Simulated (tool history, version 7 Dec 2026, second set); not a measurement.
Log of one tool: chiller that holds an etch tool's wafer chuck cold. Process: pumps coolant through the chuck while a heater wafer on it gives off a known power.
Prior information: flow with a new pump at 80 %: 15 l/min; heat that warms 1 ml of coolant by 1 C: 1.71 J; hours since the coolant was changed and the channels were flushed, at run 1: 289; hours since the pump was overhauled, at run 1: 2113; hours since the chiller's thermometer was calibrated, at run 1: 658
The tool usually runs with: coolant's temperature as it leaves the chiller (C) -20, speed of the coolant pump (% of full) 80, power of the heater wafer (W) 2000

| run | hour | coolant's temperature as it leaves the chiller (C) | speed of the coolant pump (% of full) | power of the heater wafer (W) | hours since the coolant was changed and the channels were flushed | hours since the pump was overhauled | hours since the chiller's thermometer was calibrated | chuck's temperature once it has settled (C) | how much warmer the coolant comes back (C) |
|---|---|---|---|---|---|---|---|---|---|
| 1 | 0 | -20 | 80 | 2000 | 289 | 2113 | 658 | -5.5 | 4.69 |
| 2 | 86.2 | -20 | 80 | 2000 | 375 | 2199 | 745 | -5.5 | 4.64 |
| 3 | 130.8 | -20 | 80 | 2000 | 420 | 2244 | 789 | -5.5 | 4.72 |
| 4 | 207.4 | -20 | 80 | 2000 | 496 | 2320 | 866 | -5.4 | 4.65 |
| 5 | 292.9 | -20 | 80 | 2000 | 582 | 2406 | 951 | -5.3 | 4.69 |
| 6 | 340.5 | -20 | 80 | 2000 | 630 | 2453 | 999 | -5.4 | 4.72 |
| 7 | 381.2 | -20 | 80 | 2000 | 670 | 2494 | 1040 | -5.7 | 4.72 |
| 8 | 458 | -20 | 80 | 2000 | 747 | 2571 | 1116 | -5.5 | 4.63 |
| 9 | 495.9 | -20 | 80 | 2000 | 785 | 2609 | 1154 | -5.3 | 4.69 |
| 10 | 543.2 | -20 | 80 | 2000 | 832 | 2656 | 1202 | -5.6 | 4.66 |
| 11 | 632.1 | -20 | 80 | 2000 | 921 | 2745 | 1290 | -5.7 | 4.66 |
| 12 | 686.1 | -18 | 85 | 2465 | 975 | 2799 | 1344 | -1.1 | 5.46 |
| 13 | 735.4 | -18 | 64 | 1533 | 1024 | 2848 | 1394 | -4.3 | 4.44 |
| 14 | 776.1 | -26 | 77 | 2000 | 1065 | 2889 | 1435 | -11.2 | 4.87 |
| 15 | 827.4 | -20 | 77 | 1923 | 1116 | 2940 | 1486 | -5.7 | 4.69 |
| 16 | 880.6 | -20 | 77 | 1923 | 1170 | 2994 | 1539 | -5.4 | 4.66 |
| 17 | 940.7 | -20 | 70 | 2000 | 1230 | 3054 | 1599 | -3.7 | 5.31 |

Predict the results of run 18:
| 18 | 1002.2 | -20 | 70 | 2000 | 1291 | 3115 | 1661 | ? | ? |

{"run 18": {"chuck's temperature once it has settled (C)": -3.6, "how much warmer the coolant comes back (C)": 5.35}}
Had the tool carried no hidden state, the very same run would have given chuck's temperature once it has settled (C) -3.6, how much warmer the coolant comes back (C) 5.34.
